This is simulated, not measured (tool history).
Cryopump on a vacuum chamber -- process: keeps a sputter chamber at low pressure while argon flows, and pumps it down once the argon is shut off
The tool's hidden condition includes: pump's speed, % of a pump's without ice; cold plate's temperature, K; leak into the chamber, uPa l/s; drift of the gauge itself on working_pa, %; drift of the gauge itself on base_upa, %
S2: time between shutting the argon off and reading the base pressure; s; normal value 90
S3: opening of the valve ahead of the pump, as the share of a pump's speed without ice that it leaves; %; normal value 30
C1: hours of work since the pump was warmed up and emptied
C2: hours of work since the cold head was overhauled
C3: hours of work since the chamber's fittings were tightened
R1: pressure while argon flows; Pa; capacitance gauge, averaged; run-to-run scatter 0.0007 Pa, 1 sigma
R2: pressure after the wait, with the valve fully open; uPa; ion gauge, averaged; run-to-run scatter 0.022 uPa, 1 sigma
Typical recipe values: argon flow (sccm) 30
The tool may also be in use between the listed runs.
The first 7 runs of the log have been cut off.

{"run": 8, "hour": 123.2, "argon flow (sccm)": 19, "S2": 90, "S3": 30, "C1": 263, "C2": 263, "C3": 1635, "R1": 0.0839, "R2": 1.63}
{"run": 9, "hour": 137.0, "argon flow (sccm)": 14, "S2": 90, "S3": 30, "C1": 270, "C2": 270, "C3": 1642, "R1": 0.0607, "R2": 1.67}
{"run": 10, "hour": 149.5, "argon flow (sccm)": 30, "S2": 90, "S3": 30, "C1": 276, "C2": 276, "C3": 1648, "R1": 0.1321, "R2": 1.66}
{"run": 11, "hour": 167.7, "argon flow (sccm)": 30, "S2": 90, "S3": 30, "C1": 285, "C2": 285, "C3": 1656, "R1": 0.1329, "R2": 1.71}
{"run": 12, "hour": 184.3, "argon flow (sccm)": 30, "S2": 90, "S3": 30, "C1": 293, "C2": 293, "C3": 1664, "R1": 0.1332, "R2": 1.68}
{"run": 13, "hour": 203.7, "argon flow (sccm)": 31, "S2": 90, "S3": 30, "C1": 302, "C2": 302, "C3": 1674, "R1": 0.1372, "R2": 1.68}
{"run": 14, "hour": 219.9, "argon flow (sccm)": 31, "S2": 90, "S3": 30, "C1": 310, "C2": 310, "C3": 1682, "R1": 0.1357, "R2": 1.71}
{"run": 15, "hour": 231.9, "argon flow (sccm)": 31, "S2": 90, "S3": 30, "C1": 316, "C2": 316, "C3": 1688, "R1": 0.1378, "R2": 1.78}
{"run": 16, "hour": 247.8, "argon flow (sccm)": 30, "S2": 173, "S3": 25, "C1": 324, "C2": 324, "C3": 1695, "R1": 0.1589, "R2": 1.64}
{"run": 17, "hour": 267.0, "argon flow (sccm)": 17, "S2": 109, "S3": 41, "C1": 333, "C2": 333, "C3": 1705, "R1": 0.0555, "R2": 1.7}
{"run": 18, "hour": 286.3, "argon flow (sccm)": 12, "S2": 90, "S3": 55, "C1": 342, "C2": 342, "C3": 1714, "R1": 0.0313, "R2": 1.84}
{"run": 19, "hour": 304.1, "argon flow (sccm)": 13, "S2": 62, "S3": 30, "C1": 351, "C2": 351, "C3": 1723, "R1": 0.0581, "R2": 1.9}
{"run": 20, "hour": 328.2, "argon flow (sccm)": 54, "S2": 62, "S3": 43, "C1": 363, "C2": 363, "C3": 1734, "R1": 0.1729, "R2": 1.98}
{"run": 21, "hour": 353.4, "argon flow (sccm)": 53, "S2": 106, "S3": 35, "C1": 375, "C2": 375, "C3": 1746, "R1": 0.2072, "R2": 1.78}
{"run": 22, "hour": 375.0, "argon flow (sccm)": 53, "S2": 106, "S3": 35, "C1": 385, "C2": 385, "C3": 1757, "R1": 0.2085, "R2": 1.78}
{"run": 23, "hour": 395.0, "argon flow (sccm)": 54, "S2": 85, "S3": 53, "C1": 395, "C2": 395, "C3": 1767, "R1": 0.1466, "R2": 1.88}
{"run": 24, "hour": 418.6, "argon flow (sccm)": 54, "S2": 166, "S3": 19, "C1": 407, "C2": 407, "C3": 1778, "R1": 0.3755, "R2": 1.73}
{"run": 25, "hour": 433.7, "argon flow (sccm)": 28, "S2": 60, "S3": 37, "C1": 414, "C2": 414, "C3": 1785, "R1": 0.1047, "R2": 2.01}
{"run": 26, "hour": 452.8, "argon flow (sccm)": 28, "S2": 30, "S3": 23, "C1": 423, "C2": 423, "C3": 1795, "R1": 0.1625, "R2": 2.56}
{"run": 27, "hour": 473.5, "argon flow (sccm)": 28, "S2": 30, "S3": 38, "C1": 433, "C2": 433, "C3": 1805, "R1": 0.1032, "R2": 2.46}
{"run": 28, "hour": 489.1, "argon flow (sccm)": 30, "S2": 90, "S3": 31, "C1": 441, "C2": 441, "C3": 1812, "R1": 0.1343, "R2": 1.93}
{"run": 29, "hour": 507.0, "argon flow (sccm)": 22, "S2": 75, "S3": 57, "C1": 449, "C2": 449, "C3": 1821, "R1": 0.0582, "R2": 2.06}
{"run": 30, "hour": 529.0, "argon flow (sccm)": 22, "S2": 75, "S3": 57, "C1": 460, "C2": 460, "C3": 1831, "R1": 0.0584, "R2": 2.1}

Each row is a separate what-if for the run after 30, all from the same tool condition, not one after another. Results?
{"run": "A", "hour": 548.4, "argon flow (sccm)": 47, "S2": 75, "S3": 57, "C1": 469, "C2": 469, "C3": 1841, "R1": "?", "R2": "?"}
{"run": "B", "hour": 548.4, "argon flow (sccm)": 38, "S2": 133, "S3": 21, "C1": 469, "C2": 469, "C3": 1841, "R1": "?", "R2": "?"}
{"run": "C", "hour": 548.4, "argon flow (sccm)": 17, "S2": 278, "S3": 30, "C1": 469, "C2": 469, "C3": 1841, "R1": "?", "R2": "?"}
{"run": "D", "hour": 548.4, "argon flow (sccm)": 12, "S2": 221, "S3": 53, "C1": 469, "C2": 469, "C3": 1841, "R1": "?", "R2": "?"}

run=A R1=0.1246 R2=2.08
run=B R1=0.2428 R2=1.93
run=C R1=0.0782 R2=1.84
run=D R1=0.0335 R2=1.85
What these runs would have given with no unlogged condition in the tool:
run=A R1=0.1021 R2=0.59
run=B R1=0.2245 R2=0.43
run=C R1=0.0701 R2=0.32
run=D R1=0.0277 R2=0.35
